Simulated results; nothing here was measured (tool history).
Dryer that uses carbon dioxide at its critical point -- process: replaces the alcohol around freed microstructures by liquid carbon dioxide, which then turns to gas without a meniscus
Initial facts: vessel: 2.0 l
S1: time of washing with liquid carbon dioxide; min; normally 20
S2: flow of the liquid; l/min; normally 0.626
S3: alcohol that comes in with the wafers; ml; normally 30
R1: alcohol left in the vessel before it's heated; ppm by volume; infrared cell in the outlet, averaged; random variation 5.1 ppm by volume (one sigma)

run 1 day=0.000 | S1=20 S2=0.626 S3=30 | R1=144
run 2 day=0.275 | S1=20 S2=0.626 S3=30 | R1=143
run 3 day=0.808 | S1=20 S2=0.626 S3=30 | R1=148
run 4 day=1.108 | S1=22 S2=0.626 S3=30 | R1=120
run 5 day=1.600 | S1=22 S2=0.626 S3=30 | R1=133
run 6 day=2.129 | S1=20 S2=0.626 S3=30 | R1=157
run 7 day=2.646 | S1=20 S2=0.626 S3=30 | R1=161
run 8 day=3.129 | S1=20 S2=0.626 S3=30 | R1=163
run 9 day=3.567 | S1=20 S2=0.626 S3=30 | R1=178
run 10 day=3.992 | S1=20 S2=0.626 S3=30 | R1=165
run 11 day=4.258 | S1=20 S2=0.702 S3=57 | R1=182
run 12 day=4.617 | S1=18 S2=0.626 S3=30 | R1=226
run 13 day=4.892 | S1=24 S2=0.626 S3=41 | R1=138
run 14 day=5.396 | S1=20 S2=0.391 S3=108 | R1=1844
run 15 day=5.725 | S1=31 S2=0.839 S3=119 | R1=118
run 16 day=5.975 | S1=24 S2=0.669 S3=119 | R1=193
run 17 day=6.525 | S1=24 S2=0.669 S3=119 | R1=190

Below are 4 alternative next runs, each starting from the tool's condition after run 17. Predict each:
run A day=7.046 | S1=24 S2=0.669 S3=75 | R1=?
run B day=7.046 | S1=17 S2=0.792 S3=30 | R1=?
run C day=7.046 | S1=16 S2=0.669 S3=71 | R1=?
run D day=7.046 | S1=20 S2=0.626 S3=20 | R1=?

run=A R1=175
run=B R1=180
run=C R1=554
run=D R1=174
Without the tool's unlogged condition, the same runs would have read:
run=A R1=41
run=B R1=45
run=C R1=305
run=D R1=43
